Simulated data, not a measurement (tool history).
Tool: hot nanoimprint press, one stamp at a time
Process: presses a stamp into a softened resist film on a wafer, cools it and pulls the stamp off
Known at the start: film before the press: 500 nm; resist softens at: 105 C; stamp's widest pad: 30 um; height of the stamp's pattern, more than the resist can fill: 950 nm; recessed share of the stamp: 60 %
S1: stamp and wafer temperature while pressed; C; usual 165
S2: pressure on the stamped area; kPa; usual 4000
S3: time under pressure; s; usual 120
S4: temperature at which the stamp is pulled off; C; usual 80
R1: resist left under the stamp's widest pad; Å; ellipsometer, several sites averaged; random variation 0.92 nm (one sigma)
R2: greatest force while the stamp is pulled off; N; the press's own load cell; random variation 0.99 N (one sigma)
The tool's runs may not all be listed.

{"run": 1, "hour": 0.0, "S1": 165, "S2": 4000, "S3": 120, "S4": 80, "R1": 2728, "R2": 222.2}
{"run": 2, "hour": 7.9, "S1": 165, "S2": 4000, "S3": 120, "S4": 80, "R1": 2710, "R2": 222}
{"run": 3, "hour": 22.7, "S1": 165, "S2": 4000, "S3": 120, "S4": 80, "R1": 2718, "R2": 221.5}
{"run": 4, "hour": 39.2, "S1": 165, "S2": 2490, "S3": 120, "S4": 80, "R1": 3323, "R2": 222.8}
{"run": 5, "hour": 54.7, "S1": 165, "S2": 2490, "S3": 120, "S4": 80, "R1": 3330, "R2": 224.8}
{"run": 6, "hour": 64.1, "S1": 165, "S2": 2490, "S3": 120, "S4": 80, "R1": 3352, "R2": 224.2}
{"run": 7, "hour": 74.1, "S1": 165, "S2": 4000, "S3": 120, "S4": 80, "R1": 2710, "R2": 224.4}
{"run": 8, "hour": 85.6, "S1": 165, "S2": 4000, "S3": 120, "S4": 80, "R1": 2725, "R2": 225.3}
{"run": 9, "hour": 95.3, "S1": 165, "S2": 4000, "S3": 120, "S4": 80, "R1": 2722, "R2": 224.8}
{"run": 10, "hour": 104.2, "S1": 165, "S2": 3370, "S3": 120, "S4": 80, "R1": 2952, "R2": 225.8}
{"run": 11, "hour": 112.4, "S1": 165, "S2": 3370, "S3": 120, "S4": 80, "R1": 2962, "R2": 225}
{"run": 12, "hour": 120.4, "S1": 165, "S2": 3370, "S3": 120, "S4": 80, "R1": 2963, "R2": 228.5}
{"run": 13, "hour": 128.4, "S1": 170, "S2": 4000, "S3": 156, "S4": 75, "R1": 1962, "R2": 247.9}
{"run": 14, "hour": 145.6, "S1": 170, "S2": 4000, "S3": 156, "S4": 75, "R1": 1970, "R2": 250.4}
{"run": 15, "hour": 158.1, "S1": 165, "S2": 4000, "S3": 120, "S4": 80, "R1": 2752, "R2": 227.7}
{"run": 16, "hour": 174.5, "S1": 165, "S2": 5860, "S3": 78, "S4": 80, "R1": 2646, "R2": 228.5}
{"run": 17, "hour": 191.6, "S1": 165, "S2": 4490, "S3": 120, "S4": 82, "R1": 2620, "R2": 221}
{"run": 18, "hour": 200.6, "S1": 174, "S2": 5730, "S3": 141, "S4": 75, "R1": 1380, "R2": 251.2}
{"run": 19, "hour": 217.6, "S1": 174, "S2": 5730, "S3": 141, "S4": 75, "R1": 1368, "R2": 256.2}
{"run": 20, "hour": 226.3, "S1": 174, "S2": 5730, "S3": 141, "S4": 75, "R1": 1368, "R2": 254.3}
{"run": 21, "hour": 235.5, "S1": 174, "S2": 5730, "S3": 141, "S4": 75, "R1": 1380, "R2": 253.8}
{"run": 22, "hour": 249.5, "S1": 163, "S2": 2560, "S3": 101, "S4": 76, "R1": 3735, "R2": 252.2}

Here are 5 independent what-if runs from the current tool condition. What would each one return?
{"run": "A", "hour": 256.8, "S1": 163, "S2": 3230, "S3": 101, "S4": 76, "R1": "?", "R2": "?"}
{"run": "B", "hour": 256.8, "S1": 168, "S2": 2560, "S3": 101, "S4": 76, "R1": "?", "R2": "?"}
{"run": "C", "hour": 256.8, "S1": 165, "S2": 4000, "S3": 204, "S4": 80, "R1": "?", "R2": "?"}
{"run": "D", "hour": 256.8, "S1": 163, "S2": 2560, "S3": 101, "S4": 76, "R1": "?", "R2": "?"}
{"run": "E", "hour": 256.8, "S1": 159, "S2": 4960, "S3": 89, "S4": 80, "R1": "?", "R2": "?"}

run=A R1=3462 R2=251.3
run=B R1=3112 R2=250.9
run=C R1=2340 R2=232.3
run=D R1=3736 R2=251.9
run=E R1=3560 R2=231.9
What these runs would have given with no unlogged condition in the tool:
run=A R1=3351 R2=237.2
run=B R1=3016 R2=236.8
run=C R1=2225 R2=219.1
run=D R1=3645 R2=237.7
run=E R1=3416 R2=218.7
